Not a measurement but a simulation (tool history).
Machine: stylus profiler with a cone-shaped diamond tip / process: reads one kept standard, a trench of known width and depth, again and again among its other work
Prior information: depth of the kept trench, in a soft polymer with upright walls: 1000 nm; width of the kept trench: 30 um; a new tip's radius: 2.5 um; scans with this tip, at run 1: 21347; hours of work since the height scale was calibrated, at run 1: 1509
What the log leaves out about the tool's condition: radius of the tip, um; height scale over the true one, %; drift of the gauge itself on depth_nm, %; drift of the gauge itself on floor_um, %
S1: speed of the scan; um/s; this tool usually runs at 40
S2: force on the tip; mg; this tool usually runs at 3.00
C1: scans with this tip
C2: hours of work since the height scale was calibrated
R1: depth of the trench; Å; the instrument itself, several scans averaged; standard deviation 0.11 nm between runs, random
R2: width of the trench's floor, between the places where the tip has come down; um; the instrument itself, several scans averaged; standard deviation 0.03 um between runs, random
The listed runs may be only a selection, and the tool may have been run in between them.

run 1 day=0.000 | S1=40 S2=3.00 | C1=21347 C2=1509 | R1=10185.2 R2=25.84
run 2 day=3.667 | S1=40 S2=3.00 | C1=22334 C2=1578 | R1=10186.4 R2=25.86
-- day=5.938 height scale calibrated on a step standard
run 3 day=7.950 | S1=40 S2=5.08 | C1=23480 C2=38 | R1=10264.9 R2=25.96
run 4 day=11.925 | S1=40 S2=3.00 | C1=24548 C2=114 | R1=10186.4 R2=25.85
run 5 day=14.975 | S1=40 S2=3.00 | C1=25369 C2=172 | R1=10186.2 R2=25.91
run 6 day=18.325 | S1=40 S2=6.84 | C1=26269 C2=235 | R1=10322.4 R2=25.87
run 7 day=21.821 | S1=40 S2=6.84 | C1=27208 C2=302 | R1=10323.7 R2=25.89
-- day=24.812 new tip fitted, height scale calibrated
run 8 day=25.525 | S1=40 S2=3.00 | C1=191 C2=14 | R1=10186.1 R2=25.91
run 9 day=27.617 | S1=152 S2=3.00 | C1=754 C2=53 | R1=10184.8 R2=25.60
run 10 day=30.262 | S1=152 S2=3.00 | C1=1465 C2=104 | R1=10186.1 R2=25.61
run 11 day=33.642 | S1=152 S2=3.00 | C1=2373 C2=168 | R1=10184.0 R2=25.65
run 12 day=36.438 | S1=152 S2=3.00 | C1=3125 C2=221 | R1=10184.0 R2=25.60
run 13 day=40.071 | S1=40 S2=3.11 | C1=4103 C2=290 | R1=10189.1 R2=25.96
run 14 day=44.296 | S1=44 S2=3.00 | C1=5239 C2=370 | R1=10185.0 R2=25.90
run 15 day=46.388 | S1=44 S2=3.00 | C1=5801 C2=410 | R1=10184.9 R2=25.83
run 16 day=48.379 | S1=27 S2=3.00 | C1=6336 C2=448 | R1=10187.1 R2=25.89
run 17 day=52.442 | S1=27 S2=3.00 | C1=7429 C2=525 | R1=10187.3 R2=25.92
run 18 day=55.604 | S1=27 S2=3.00 | C1=8279 C2=585 | R1=10187.4 R2=25.89
run 19 day=60.142 | S1=12 S2=2.39 | C1=9499 C2=671 | R1=10160.7 R2=25.91
run 20 day=63.279 | S1=12 S2=2.39 | C1=10343 C2=731 | R1=10159.5 R2=25.94
run 21 day=67.496 | S1=12 S2=2.39 | C1=11476 C2=811 | R1=10161.3 R2=25.93
run 22 day=71.471 | S1=141 S2=8.50 | C1=12545 C2=887 | R1=10372.5 R2=25.81
run 23 day=74.308 | S1=40 S2=1.76 | C1=13308 C2=941 | R1=10130.2 R2=25.85
run 24 day=77.504 | S1=72 S2=1.76 | C1=14168 C2=1001 | R1=10128.1 R2=25.78
run 25 day=80.817 | S1=74 S2=1.07 | C1=15058 C2=1064 | R1=10093.5 R2=25.66
run 26 day=85.104 | S1=74 S2=1.07 | C1=16211 C2=1146 | R1=10092.8 R2=25.67
run 27 day=88.188 | S1=18 S2=6.94 | C1=17039 C2=1204 | R1=10324.8 R2=25.98
run 28 day=92.217 | S1=66 S2=6.94 | C1=18123 C2=1281 | R1=10327.4 R2=25.88
run 29 day=96.017 | S1=42 S2=3.15 | C1=19145 C2=1353 | R1=10193.0 R2=25.91
run 30 day=98.775 | S1=42 S2=3.15 | C1=19887 C2=1406 | R1=10191.5 R2=25.90
run 31 day=101.504 | S1=145 S2=1.20 | C1=20621 C2=1457 | R1=10102.1 R2=25.45
run 32 day=103.904 | S1=28 S2=1.44 | C1=21266 C2=1503 | R1=10116.0 R2=25.88
run 33 day=107.938 | S1=28 S2=1.44 | C1=22350 C2=1580 | R1=10112.2 R2=25.85
-- day=109.875 height scale calibrated on a step standard
run 34 day=109.875 | S1=107 S2=1.18 | C1=22865 C2=0 | R1=10099.0 R2=25.59
run 35 day=112.925 | S1=40 S2=3.22 | C1=23685 C2=58 | R1=10196.5 R2=25.86

How the hidden state differs across the entries between the runs, from the last listed run before each to the first after it:
In the gap between runs 2 and 3: height scale calibrated on a step standard (day 5.938)
  height scale over the true one, %: 0.002 -> 0
  what was measured, less what the result would be without the hidden state, R2: -0.03 -> -0.03 um
In the gap between runs 7 and 8: new tip fitted, height scale calibrated (day 24.812)
  radius of the tip, um: 2.54 -> 2.5; height scale over the true one, %: 0.001 -> 0
  what was measured, less what the result would be without the hidden state, R2: -0.04 -> +0.00 um
In the gap between runs 33 and 34: height scale calibrated on a step standard (day 109.875)
  height scale over the true one, %: 0.001 -> 0
  what was measured, less what the result would be without the hidden state, R2: -0.03 -> -0.03 um

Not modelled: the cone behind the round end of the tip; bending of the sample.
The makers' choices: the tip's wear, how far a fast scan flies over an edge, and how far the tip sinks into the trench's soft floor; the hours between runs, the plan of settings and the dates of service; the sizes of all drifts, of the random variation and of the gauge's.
